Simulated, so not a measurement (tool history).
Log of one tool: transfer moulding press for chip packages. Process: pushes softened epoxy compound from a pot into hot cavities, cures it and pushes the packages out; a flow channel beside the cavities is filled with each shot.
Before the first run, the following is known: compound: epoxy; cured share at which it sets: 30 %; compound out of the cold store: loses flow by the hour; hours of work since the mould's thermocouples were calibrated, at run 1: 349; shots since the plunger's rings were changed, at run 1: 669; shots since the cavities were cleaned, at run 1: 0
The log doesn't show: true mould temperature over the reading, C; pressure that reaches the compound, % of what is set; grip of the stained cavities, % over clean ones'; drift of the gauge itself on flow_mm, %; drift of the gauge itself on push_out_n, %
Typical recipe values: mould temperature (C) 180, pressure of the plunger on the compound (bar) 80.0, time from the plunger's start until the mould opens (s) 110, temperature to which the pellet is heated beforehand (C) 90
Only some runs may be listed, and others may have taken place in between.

run	hour	mould temperature (C)	pressure of the plunger on the compound (bar)	time from the plunger's start until the mould opens (s)	temperature to which the pellet is heated beforehand (C)	hours of work since the mould's thermocouples were calibrated	shots since the plunger's rings were changed	shots since the cavities were cleaned	incoming compound's hours out of the cold store	length that the compound runs in the flow channel (mm)	greatest force on the pins that push the packages out (N)
1	0.0	180	80.0	110	90	349	669	0	9.6	702	464
2	15.5	180	80.0	105	90	357	802	133	18.4	673	585
3	34.7	180	80.0	105	90	366	966	297	17.0	678	695
4	62.6	180	72.2	110	90	380	1204	535	38.7	593	744
5	77.0	180	80.0	110	90	387	1327	658	33.2	635	799
6	98.4	180	80.0	110	90	397	1510	841	22.1	654	837
7	113.4	180	80.0	110	90	405	1638	969	38.4	615	896
# hour 124.0: cavities cleaned with cleaning compound and waxed
8	128.3	180	80.0	110	90	411	1752	37	26.7	653	477
9	145.4	180	80.0	110	90	420	1898	183	32.4	628	595
10	167.2	180	80.0	110	90	430	2084	369	17.7	664	723
11	185.9	180	80.0	110	90	439	2244	529	44.0	601	723
12	205.8	181	80.0	110	90	449	2414	699	46.2	595	775
13	234.0	181	72.9	110	90	463	2654	939	8.0	652	862
# hour 241.9: plunger's sealing rings changed
# hour 249.7: cavities cleaned with cleaning compound and waxed
14	258.7	180	80.0	118	90	473	130	76	8.9	710	480
15	280.6	181	70.6	92	86	484	317	263	19.6	636	844
16	301.0	181	70.6	92	86	494	492	438	48.0	562	894
17	319.3	181	70.6	92	86	503	647	593	22.3	625	1036
# hour 338.5: mould's thermocouples calibrated
18	346.1	181	70.6	92	86	4	859	805	17.5	640	1170
19	371.5	181	70.6	92	86	16	1076	1022	41.4	577	1186
# hour 375.5: cavities cleaned with cleaning compound and waxed
20	384.7	176	86.4	126	80	22	1176	79	32.2	672	513
21	404.6	179	86.4	126	88	32	1346	249	9.7	729	582
22	417.8	179	86.4	126	88	38	1458	361	35.9	654	612
23	435.5	178	95.4	110	90	47	1610	513	25.4	711	839
24	455.0	178	95.4	110	90	56	1776	679	36.2	682	893
25	476.8	180	80.0	126	94	67	1962	865	36.5	623	742
26	489.4	180	96.6	141	90	73	2070	973	33.1	687	703
# hour 498.8: cavities cleaned with cleaning compound and waxed
27	513.2	180	96.6	141	85	84	2261	124	18.7	729	464
28	538.2	180	96.6	141	85	96	2474	337	21.9	718	559

5 ways to go on from here, each from the tool as it stands after run 28. What would each give?
A	550.7	184	96.6	141	80	102	2580	443	46.4	?	?
B	550.7	180	88.9	90	90	102	2580	443	19.5	?	?
C	550.7	180	69.0	118	90	102	2580	443	38.8	?	?
D	550.7	178	96.6	106	95	102	2580	443	36.9	?	?
E	550.7	180	96.6	97	94	102	2580	443	10.2	?	?

run	length that the compound runs in the flow channel (mm)	greatest force on the pins that push the packages out (N)
A	646	583
B	686	1083
C	568	656
D	682	834
E	758	947
Without the tool's unlogged condition, the same runs would have read:
run	length that the compound runs in the flow channel (mm)	greatest force on the pins that push the packages out (N)
A	668	361
B	710	684
C	587	411
D	706	522
E	783	599
